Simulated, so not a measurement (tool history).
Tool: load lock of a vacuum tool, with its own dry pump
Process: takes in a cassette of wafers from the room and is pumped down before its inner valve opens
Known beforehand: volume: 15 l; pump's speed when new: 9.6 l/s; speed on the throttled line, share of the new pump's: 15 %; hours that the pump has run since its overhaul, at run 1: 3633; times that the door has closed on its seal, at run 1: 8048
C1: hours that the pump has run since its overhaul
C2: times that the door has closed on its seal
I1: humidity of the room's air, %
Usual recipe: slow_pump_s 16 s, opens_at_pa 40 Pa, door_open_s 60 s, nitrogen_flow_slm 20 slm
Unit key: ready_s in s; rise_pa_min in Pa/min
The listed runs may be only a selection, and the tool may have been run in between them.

run 1 hour=0 | slow_pump_s=16 opens_at_pa=40 door_open_s=60 nitrogen_flow_slm=20 | C1=3633 C2=8048 | I1=39.3 | ready_s=26 rise_pa_min=0.082
run 2 hour=74.2 | slow_pump_s=16 opens_at_pa=40 door_open_s=60 nitrogen_flow_slm=20 | C1=3708 C2=8350 | I1=45.6 | ready_s=26.3 rise_pa_min=0.087
run 3 hour=162.2 | slow_pump_s=16 opens_at_pa=40 door_open_s=60 nitrogen_flow_slm=20 | C1=3796 C2=8708 | I1=44.5 | ready_s=26.6 rise_pa_min=0.085
run 4 hour=231.8 | slow_pump_s=16 opens_at_pa=40 door_open_s=60 nitrogen_flow_slm=20 | C1=3865 C2=8991 | I1=46.4 | ready_s=25.9 rise_pa_min=0.09
run 5 hour=313 | slow_pump_s=16 opens_at_pa=40 door_open_s=60 nitrogen_flow_slm=20 | C1=3946 C2=9321 | I1=44.8 | ready_s=26.5 rise_pa_min=0.088
run 6 hour=400 | slow_pump_s=16 opens_at_pa=40 door_open_s=60 nitrogen_flow_slm=20 | C1=4033 C2=9675 | I1=44.6 | ready_s=26 rise_pa_min=0.086
run 7 hour=503.8 | slow_pump_s=18 opens_at_pa=40 door_open_s=29 nitrogen_flow_slm=20 | C1=4137 C2=10097 | I1=44.8 | ready_s=27.4 rise_pa_min=0.082
run 8 hour=596.5 | slow_pump_s=18 opens_at_pa=40 door_open_s=29 nitrogen_flow_slm=20 | C1=4230 C2=10474 | I1=44.6 | ready_s=26.7 rise_pa_min=0.072
run 9 hour=715.6 | slow_pump_s=16 opens_at_pa=73 door_open_s=60 nitrogen_flow_slm=9 | C1=4349 C2=10959 | I1=44.9 | ready_s=25.7 rise_pa_min=0.114
run 10 hour=766.9 | slow_pump_s=12 opens_at_pa=55 door_open_s=60 nitrogen_flow_slm=20 | C1=4400 C2=11167 | I1=46.5 | ready_s=22.8 rise_pa_min=0.104
run 11 hour=835 | slow_pump_s=16 opens_at_pa=40 door_open_s=60 nitrogen_flow_slm=4 | C1=4468 C2=11444 | I1=46.8 | ready_s=25.4 rise_pa_min=0.13

How would selected steps in ready_s from run to run divide? Give the signed amount a tool lacking its hidden state would still show from settings, what came in and random variation, and the signed amount left for the hidden state, including any gauge scatter that is not in both of the compared results.
The tool's hidden condition here consists of: pump's speed, % of a new pump's; leak at the door's seal, Pa l/s; drift of the gauge itself on ready_s, %; drift of the gauge itself on rise_pa_min, %.
Run 3 -> 4: no setting changed, nothing entered. ready_s -0.7 s: hidden state +0.1, all else -0.8.
Run 9 -> 10: slow_pump_s 16 -> 12, opens_at_pa 73 -> 55, nitrogen_flow_slm 9 -> 20. ready_s -2.9 s: hidden state +0, all else -2.9.
